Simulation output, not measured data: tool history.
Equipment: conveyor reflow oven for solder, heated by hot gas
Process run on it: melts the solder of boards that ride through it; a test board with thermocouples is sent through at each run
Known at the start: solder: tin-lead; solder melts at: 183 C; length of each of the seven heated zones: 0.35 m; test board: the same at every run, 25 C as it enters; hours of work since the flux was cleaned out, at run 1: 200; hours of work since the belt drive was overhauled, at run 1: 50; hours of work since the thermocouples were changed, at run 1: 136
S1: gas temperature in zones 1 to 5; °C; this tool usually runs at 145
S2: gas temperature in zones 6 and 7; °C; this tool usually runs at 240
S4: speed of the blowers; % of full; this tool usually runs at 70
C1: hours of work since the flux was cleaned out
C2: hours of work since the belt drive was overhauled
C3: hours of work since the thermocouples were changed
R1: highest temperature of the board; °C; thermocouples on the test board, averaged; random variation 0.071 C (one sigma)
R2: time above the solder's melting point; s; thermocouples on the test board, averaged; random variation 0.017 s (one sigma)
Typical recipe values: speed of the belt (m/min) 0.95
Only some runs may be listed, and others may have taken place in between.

{"run": 1, "hour": 0.0, "S1": 145, "S2": 240, "speed of the belt (m/min)": 0.95, "S4": 70, "C1": 200, "C2": 50, "C3": 136, "R1": 221.06, "R2": 36.07}
{"hour": 13.3, "done": "flux residue cleaned out of gas plates and filters"}
{"run": 2, "hour": 20.8, "S1": 145, "S2": 240, "speed of the belt (m/min)": 0.95, "S4": 70, "C1": 3, "C2": 57, "C3": 143, "R1": 222.22, "R2": 36.54}
{"run": 3, "hour": 33.8, "S1": 145, "S2": 240, "speed of the belt (m/min)": 0.95, "S4": 70, "C1": 9, "C2": 63, "C3": 149, "R1": 222.09, "R2": 36.53}
{"run": 4, "hour": 45.4, "S1": 145, "S2": 240, "speed of the belt (m/min)": 0.95, "S4": 70, "C1": 15, "C2": 68, "C3": 154, "R1": 222.16, "R2": 36.52}
{"run": 5, "hour": 57.6, "S1": 145, "S2": 240, "speed of the belt (m/min)": 0.95, "S4": 70, "C1": 20, "C2": 74, "C3": 160, "R1": 222.14, "R2": 36.53}
{"run": 6, "hour": 72.9, "S1": 145, "S2": 240, "speed of the belt (m/min)": 0.95, "S4": 70, "C1": 27, "C2": 81, "C3": 166, "R1": 221.91, "R2": 36.5}
{"run": 7, "hour": 86.6, "S1": 145, "S2": 240, "speed of the belt (m/min)": 0.95, "S4": 70, "C1": 33, "C2": 87, "C3": 173, "R1": 221.98, "R2": 36.49}
{"run": 8, "hour": 101.1, "S1": 145, "S2": 240, "speed of the belt (m/min)": 0.95, "S4": 70, "C1": 40, "C2": 93, "C3": 179, "R1": 221.99, "R2": 36.48}
{"run": 9, "hour": 116.4, "S1": 145, "S2": 240, "speed of the belt (m/min)": 0.95, "S4": 70, "C1": 47, "C2": 100, "C3": 186, "R1": 222.04, "R2": 36.46}
{"run": 10, "hour": 127.3, "S1": 145, "S2": 240, "speed of the belt (m/min)": 0.95, "S4": 70, "C1": 52, "C2": 105, "C3": 191, "R1": 221.89, "R2": 36.46}
{"run": 11, "hour": 144.6, "S1": 145, "S2": 237, "speed of the belt (m/min)": 0.95, "S4": 70, "C1": 60, "C2": 113, "C3": 199, "R1": 219.31, "R2": 35.43}
{"run": 12, "hour": 156.6, "S1": 145, "S2": 240, "speed of the belt (m/min)": 0.95, "S4": 61, "C1": 65, "C2": 119, "C3": 205, "R1": 219.13, "R2": 35.03}
{"run": 13, "hour": 165.5, "S1": 145, "S2": 240, "speed of the belt (m/min)": 0.803, "S4": 70, "C1": 69, "C2": 123, "C3": 209, "R1": 226.91, "R2": 45.63}
{"run": 14, "hour": 173.2, "S1": 145, "S2": 240, "speed of the belt (m/min)": 0.803, "S4": 70, "C1": 73, "C2": 126, "C3": 212, "R1": 226.81, "R2": 45.68}
{"run": 15, "hour": 189.5, "S1": 145, "S2": 240, "speed of the belt (m/min)": 0.803, "S4": 70, "C1": 80, "C2": 134, "C3": 220, "R1": 226.86, "R2": 45.63}
{"run": 16, "hour": 204.3, "S1": 131, "S2": 237, "speed of the belt (m/min)": 0.785, "S4": 88, "C1": 87, "C2": 140, "C3": 226, "R1": 226.5, "R2": 43.94}
{"run": 17, "hour": 214.0, "S1": 131, "S2": 233, "speed of the belt (m/min)": 1.114, "S4": 88, "C1": 91, "C2": 145, "C3": 231, "R1": 212.28, "R2": 24.81}
{"run": 18, "hour": 230.7, "S1": 135, "S2": 250, "speed of the belt (m/min)": 1.022, "S4": 76, "C1": 99, "C2": 152, "C3": 238, "R1": 227.51, "R2": 33.89}
{"run": 19, "hour": 247.3, "S1": 142, "S2": 238, "speed of the belt (m/min)": 0.789, "S4": 62, "C1": 106, "C2": 160, "C3": 246, "R1": 222.95, "R2": 44.02}
{"run": 20, "hour": 261.6, "S1": 145, "S2": 240, "speed of the belt (m/min)": 0.966, "S4": 73, "C1": 113, "C2": 166, "C3": 252, "R1": 221.66, "R2": 35.87}
{"run": 21, "hour": 269.8, "S1": 145, "S2": 241, "speed of the belt (m/min)": 0.966, "S4": 62, "C1": 117, "C2": 170, "C3": 256, "R1": 219.46, "R2": 34.61}
{"run": 22, "hour": 282.3, "S1": 145, "S2": 241, "speed of the belt (m/min)": 0.966, "S4": 62, "C1": 122, "C2": 176, "C3": 262, "R1": 219.47, "R2": 34.62}
{"run": 23, "hour": 291.8, "S1": 145, "S2": 241, "speed of the belt (m/min)": 0.966, "S4": 62, "C1": 127, "C2": 180, "C3": 266, "R1": 219.22, "R2": 34.58}
{"run": 24, "hour": 303.6, "S1": 145, "S2": 246, "speed of the belt (m/min)": 1.032, "S4": 70, "C1": 132, "C2": 186, "C3": 272, "R1": 223.62, "R2": 34.04}
{"run": 25, "hour": 317.0, "S1": 145, "S2": 240, "speed of the belt (m/min)": 1.068, "S4": 74, "C1": 138, "C2": 192, "C3": 278, "R1": 218.57, "R2": 30.94}
{"run": 26, "hour": 331.4, "S1": 145, "S2": 240, "speed of the belt (m/min)": 1.068, "S4": 74, "C1": 145, "C2": 198, "C3": 284, "R1": 218.5, "R2": 30.92}
{"run": 27, "hour": 339.3, "S1": 139, "S2": 240, "speed of the belt (m/min)": 1.031, "S4": 74, "C1": 148, "C2": 202, "C3": 288, "R1": 218.44, "R2": 30.91}
{"run": 28, "hour": 348.6, "S1": 139, "S2": 240, "speed of the belt (m/min)": 1.031, "S4": 74, "C1": 153, "C2": 206, "C3": 292, "R1": 218.43, "R2": 30.92}
{"run": 29, "hour": 362.3, "S1": 139, "S2": 240, "speed of the belt (m/min)": 0.965, "S4": 74, "C1": 159, "C2": 212, "C3": 298, "R1": 220.95, "R2": 34.2}
{"run": 30, "hour": 374.0, "S1": 145, "S2": 253, "speed of the belt (m/min)": 0.8, "S4": 54, "C1": 164, "C2": 218, "C3": 304, "R1": 233.57, "R2": 48.26}

Below are 5 alternative next runs, each starting from the tool's condition after run 30. Predict each:
{"run": "A", "hour": 383.4, "S1": 149, "S2": 239, "speed of the belt (m/min)": 0.8, "S4": 54, "C1": 168, "C2": 222, "C3": 308, "R1": "?", "R2": "?"}
{"run": "B", "hour": 383.4, "S1": 145, "S2": 243, "speed of the belt (m/min)": 0.8, "S4": 66, "C1": 168, "C2": 222, "C3": 308, "R1": "?", "R2": "?"}
{"run": "C", "hour": 383.4, "S1": 145, "S2": 243, "speed of the belt (m/min)": 0.841, "S4": 63, "C1": 168, "C2": 222, "C3": 308, "R1": "?", "R2": "?"}
{"run": "D", "hour": 383.4, "S1": 140, "S2": 240, "speed of the belt (m/min)": 0.95, "S4": 70, "C1": 168, "C2": 222, "C3": 308, "R1": "?", "R2": "?"}
{"run": "E", "hour": 383.4, "S1": 145, "S2": 232, "speed of the belt (m/min)": 1.067, "S4": 75, "C1": 168, "C2": 222, "C3": 308, "R1": "?", "R2": "?"}

run=A R1=222.04 R2=44.65
run=B R1=228.18 R2=46.39
run=C R1=225.9 R2=43.08
run=D R1=220.27 R2=34.74
run=E R1=212.06 R2=28.23
The same runs, with their run-to-run variation unchanged, on a tool lacking any hidden condition would have given:
run=A R1=223.19 R2=45.02
run=B R1=229.46 R2=46.7
run=C R1=227.18 R2=43.43
run=D R1=221.68 R2=35.23
run=E R1=213.47 R2=28.86
